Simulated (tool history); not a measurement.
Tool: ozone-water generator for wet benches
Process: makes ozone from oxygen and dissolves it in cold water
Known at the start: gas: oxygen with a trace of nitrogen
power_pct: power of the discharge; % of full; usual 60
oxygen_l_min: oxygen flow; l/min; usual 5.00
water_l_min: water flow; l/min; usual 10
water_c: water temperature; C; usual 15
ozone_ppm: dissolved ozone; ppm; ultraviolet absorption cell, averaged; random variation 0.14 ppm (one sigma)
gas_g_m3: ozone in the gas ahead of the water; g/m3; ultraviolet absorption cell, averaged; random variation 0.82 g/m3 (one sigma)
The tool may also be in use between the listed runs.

run 1 day=0.000 | power_pct=60 oxygen_l_min=5.00 water_l_min=10 water_c=15 | ozone_ppm=14.2 gas_g_m3=113.6
run 2 day=5.821 | power_pct=60 oxygen_l_min=5.00 water_l_min=10 water_c=15 | ozone_ppm=13.8 gas_g_m3=112.0
run 3 day=9.679 | power_pct=60 oxygen_l_min=5.00 water_l_min=10 water_c=15 | ozone_ppm=14.0 gas_g_m3=113.7
run 4 day=14.000 | power_pct=60 oxygen_l_min=5.00 water_l_min=10 water_c=15 | ozone_ppm=13.9 gas_g_m3=111.3
run 5 day=19.233 | power_pct=60 oxygen_l_min=5.00 water_l_min=10 water_c=15 | ozone_ppm=13.6 gas_g_m3=111.2
run 6 day=22.142 | power_pct=60 oxygen_l_min=5.00 water_l_min=10 water_c=15 | ozone_ppm=13.8 gas_g_m3=110.6
run 7 day=27.938 | power_pct=60 oxygen_l_min=5.00 water_l_min=10 water_c=15 | ozone_ppm=13.6 gas_g_m3=110.7
run 8 day=32.088 | power_pct=60 oxygen_l_min=5.00 water_l_min=10 water_c=15 | ozone_ppm=13.5 gas_g_m3=109.9
run 9 day=37.762 | power_pct=60 oxygen_l_min=5.00 water_l_min=6 water_c=15 | ozone_ppm=17.7 gas_g_m3=109.5
run 10 day=41.171 | power_pct=60 oxygen_l_min=5.00 water_l_min=6 water_c=15 | ozone_ppm=17.9 gas_g_m3=109.7
-- day=41.579 contactor cleaned
run 11 day=45.162 | power_pct=60 oxygen_l_min=5.00 water_l_min=6 water_c=15 | ozone_ppm=17.6 gas_g_m3=109.1
run 12 day=49.688 | power_pct=50 oxygen_l_min=5.00 water_l_min=10 water_c=15 | ozone_ppm=12.0 gas_g_m3=97.0
run 13 day=54.871 | power_pct=60 oxygen_l_min=5.00 water_l_min=10 water_c=15 | ozone_ppm=13.1 gas_g_m3=109.7
run 14 day=58.258 | power_pct=60 oxygen_l_min=5.00 water_l_min=10 water_c=15 | ozone_ppm=13.1 gas_g_m3=106.7
run 15 day=63.458 | power_pct=60 oxygen_l_min=4.50 water_l_min=8 water_c=15 | ozone_ppm=15.2 gas_g_m3=113.3
run 16 day=67.542 | power_pct=60 oxygen_l_min=4.50 water_l_min=8 water_c=15 | ozone_ppm=14.8 gas_g_m3=112.2
-- day=70.104 contactor cleaned, once more
run 17 day=72.046 | power_pct=71 oxygen_l_min=3.12 water_l_min=8 water_c=17 | ozone_ppm=16.9 gas_g_m3=149.6
run 18 day=75.629 | power_pct=71 oxygen_l_min=3.12 water_l_min=8 water_c=17 | ozone_ppm=16.7 gas_g_m3=147.8
run 19 day=78.688 | power_pct=69 oxygen_l_min=6.08 water_l_min=11 water_c=15 | ozone_ppm=13.6 gas_g_m3=106.9
run 20 day=82.079 | power_pct=69 oxygen_l_min=6.08 water_l_min=11 water_c=15 | ozone_ppm=13.6 gas_g_m3=105.6
run 21 day=84.983 | power_pct=69 oxygen_l_min=6.08 water_l_min=11 water_c=15 | ozone_ppm=13.5 gas_g_m3=107.6
-- day=87.646 water thermometer calibrated
run 22 day=89.092 | power_pct=69 oxygen_l_min=6.08 water_l_min=11 water_c=15 | ozone_ppm=13.5 gas_g_m3=105.6
run 23 day=92.621 | power_pct=69 oxygen_l_min=3.04 water_l_min=11 water_c=14 | ozone_ppm=13.5 gas_g_m3=142.7
run 24 day=96.746 | power_pct=69 oxygen_l_min=3.04 water_l_min=10 water_c=14 | ozone_ppm=14.4 gas_g_m3=142.8
run 25 day=101.000 | power_pct=60 oxygen_l_min=3.76 water_l_min=10 water_c=15 | ozone_ppm=13.0 gas_g_m3=118.5
run 26 day=104.571 | power_pct=73 oxygen_l_min=4.64 water_l_min=10 water_c=15 | ozone_ppm=14.6 gas_g_m3=121.4
run 27 day=109.633 | power_pct=73 oxygen_l_min=4.64 water_l_min=14 water_c=8 | ozone_ppm=12.9 gas_g_m3=121.5

5 ways to go on from here, each from the tool as it stands after run 27. What would each give?
run A day=114.671 | power_pct=81 oxygen_l_min=5.00 water_l_min=11 water_c=16 | ozone_ppm=? gas_g_m3=?
run B day=114.671 | power_pct=60 oxygen_l_min=4.59 water_l_min=9 water_c=15 | ozone_ppm=? gas_g_m3=?
run C day=114.671 | power_pct=70 oxygen_l_min=4.64 water_l_min=14 water_c=8 | ozone_ppm=? gas_g_m3=?
run D day=114.671 | power_pct=60 oxygen_l_min=8.12 water_l_min=7 water_c=15 | ozone_ppm=? gas_g_m3=?
run E day=114.671 | power_pct=84 oxygen_l_min=5.00 water_l_min=8 water_c=9 | ozone_ppm=? gas_g_m3=?

run=A ozone_ppm=14.5 gas_g_m3=126.0
run=B ozone_ppm=13.4 gas_g_m3=107.1
run=C ozone_ppm=12.4 gas_g_m3=118.3
run=D ozone_ppm=14.4 gas_g_m3=81.7
run=E ozone_ppm=20.3 gas_g_m3=126.5
Without the tool's hidden state the same runs would have given:
run=A ozone_ppm=19.8 gas_g_m3=169.0
run=B ozone_ppm=17.3 gas_g_m3=135.8
run=C ozone_ppm=16.5 gas_g_m3=154.3
run=D ozone_ppm=18.5 gas_g_m3=103.6
run=E ozone_ppm=27.9 gas_g_m3=171.2
